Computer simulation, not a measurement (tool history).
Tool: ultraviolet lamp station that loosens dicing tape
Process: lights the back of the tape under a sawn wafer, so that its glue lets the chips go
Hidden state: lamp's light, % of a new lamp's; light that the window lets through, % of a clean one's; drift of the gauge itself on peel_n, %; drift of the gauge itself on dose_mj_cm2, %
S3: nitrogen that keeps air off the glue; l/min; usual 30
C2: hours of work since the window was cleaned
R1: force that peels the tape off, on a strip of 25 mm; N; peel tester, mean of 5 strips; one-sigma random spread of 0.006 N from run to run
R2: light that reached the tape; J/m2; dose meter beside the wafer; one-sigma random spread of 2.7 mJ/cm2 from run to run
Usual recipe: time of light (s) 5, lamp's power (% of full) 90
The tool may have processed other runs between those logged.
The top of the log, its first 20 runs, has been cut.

{"run": 21, "day": 57.046, "time of light (s)": 5, "lamp's power (% of full)": 90, "S3": 42, "hours of work of the lamp": 1268, "C2": 412, "R1": 0.354, "R2": 2350}
{"run": 22, "day": 58.958, "time of light (s)": 5, "lamp's power (% of full)": 71, "S3": 20, "hours of work of the lamp": 1304, "C2": 448, "R1": 1.131, "R2": 1780}
{"day": 60.775, "done": "window cleaned of glue's vapour"}
{"run": 23, "day": 61.625, "time of light (s)": 4, "lamp's power (% of full)": 85, "S3": 21, "hours of work of the lamp": 1354, "C2": 16, "R1": 0.867, "R2": 2010}
{"run": 24, "day": 63.558, "time of light (s)": 4, "lamp's power (% of full)": 85, "S3": 21, "hours of work of the lamp": 1391, "C2": 53, "R1": 0.938, "R2": 2000}
{"run": 25, "day": 66.812, "time of light (s)": 4, "lamp's power (% of full)": 85, "S3": 21, "hours of work of the lamp": 1453, "C2": 114, "R1": 0.994, "R2": 1900}
{"run": 26, "day": 70.083, "time of light (s)": 4, "lamp's power (% of full)": 85, "S3": 21, "hours of work of the lamp": 1514, "C2": 176, "R1": 1.126, "R2": 1860}
{"run": 27, "day": 72.079, "time of light (s)": 3, "lamp's power (% of full)": 79, "S3": 28, "hours of work of the lamp": 1552, "C2": 214, "R1": 1.911, "R2": 1240}
{"day": 74.888, "done": "lamp changed"}
{"run": 28, "day": 75.588, "time of light (s)": 3, "lamp's power (% of full)": 79, "S3": 28, "hours of work of the lamp": 13, "C2": 280, "R1": 1.133, "R2": 1660}
{"run": 29, "day": 77.588, "time of light (s)": 3, "lamp's power (% of full)": 79, "S3": 28, "hours of work of the lamp": 51, "C2": 317, "R1": 1.153, "R2": 1610}
{"run": 30, "day": 80.892, "time of light (s)": 7, "lamp's power (% of full)": 70, "S3": 22, "hours of work of the lamp": 114, "C2": 380, "R1": 0.254, "R2": 3270}
{"run": 31, "day": 82.642, "time of light (s)": 7, "lamp's power (% of full)": 70, "S3": 22, "hours of work of the lamp": 147, "C2": 413, "R1": 0.261, "R2": 3140}
{"run": 32, "day": 84.425, "time of light (s)": 7, "lamp's power (% of full)": 70, "S3": 22, "hours of work of the lamp": 181, "C2": 447, "R1": 0.282, "R2": 3090}
{"day": 86.262, "done": "window cleaned of glue's vapour"}
{"run": 33, "day": 86.296, "time of light (s)": 2, "lamp's power (% of full)": 90, "S3": 30, "hours of work of the lamp": 216, "C2": 1, "R1": 1.522, "R2": 1400}
{"run": 34, "day": 87.988, "time of light (s)": 2, "lamp's power (% of full)": 90, "S3": 16, "hours of work of the lamp": 248, "C2": 33, "R1": 2.297, "R2": 1310}
{"run": 35, "day": 91.546, "time of light (s)": 2, "lamp's power (% of full)": 90, "S3": 16, "hours of work of the lamp": 315, "C2": 100, "R1": 2.512, "R2": 1290}
{"run": 36, "day": 95.108, "time of light (s)": 2, "lamp's power (% of full)": 90, "S3": 16, "hours of work of the lamp": 382, "C2": 167, "R1": 2.55, "R2": 1240}
{"run": 37, "day": 96.742, "time of light (s)": 4, "lamp's power (% of full)": 90, "S3": 29, "hours of work of the lamp": 413, "C2": 198, "R1": 0.424, "R2": 2450}
{"run": 38, "day": 100.242, "time of light (s)": 5, "lamp's power (% of full)": 62, "S3": 29, "hours of work of the lamp": 480, "C2": 265, "R1": 0.685, "R2": 2030}
{"run": 39, "day": 104.058, "time of light (s)": 5, "lamp's power (% of full)": 62, "S3": 29, "hours of work of the lamp": 552, "C2": 337, "R1": 0.78, "R2": 1940}
{"run": 40, "day": 106.55, "time of light (s)": 5, "lamp's power (% of full)": 87, "S3": 30, "hours of work of the lamp": 599, "C2": 384, "R1": 0.333, "R2": 2640}
{"run": 41, "day": 109.242, "time of light (s)": 5, "lamp's power (% of full)": 87, "S3": 30, "hours of work of the lamp": 650, "C2": 435, "R1": 0.357, "R2": 2550}
{"run": 42, "day": 111.242, "time of light (s)": 7, "lamp's power (% of full)": 60, "S3": 12, "hours of work of the lamp": 688, "C2": 473, "R1": 0.966, "R2": 2400}

4 options for the next run, each taken on its own from the tool as it stands now. Forecast them:
{"day": 111.896, "done": "window cleaned of glue's vapour"}
{"run": "A", "day": 114.367, "time of light (s)": 9, "lamp's power (% of full)": 90, "S3": 30, "hours of work of the lamp": 747, "C2": 47, "R1": "?", "R2": "?"}
{"day": 111.896, "done": "window cleaned of glue's vapour"}
{"run": "B", "day": 114.367, "time of light (s)": 9, "lamp's power (% of full)": 94, "S3": 12, "hours of work of the lamp": 747, "C2": 47, "R1": "?", "R2": "?"}
{"day": 111.896, "done": "window cleaned of glue's vapour"}
{"run": "C", "day": 114.367, "time of light (s)": 2, "lamp's power (% of full)": 94, "S3": 42, "hours of work of the lamp": 747, "C2": 47, "R1": "?", "R2": "?"}
{"day": 111.896, "done": "window cleaned of glue's vapour"}
{"run": "D", "day": 114.367, "time of light (s)": 7, "lamp's power (% of full)": 62, "S3": 40, "hours of work of the lamp": 747, "C2": 47, "R1": "?", "R2": "?"}

run=A R1=0.119 R2=5460
run=B R1=0.133 R2=5710
run=C R1=1.452 R2=1290
run=D R1=0.198 R2=2900
Without the tool's hidden state the same runs would have given:
run=A R1=0.116 R2=6400
run=B R1=0.117 R2=6690
run=C R1=1.051 R2=1510
run=D R1=0.144 R2=3400
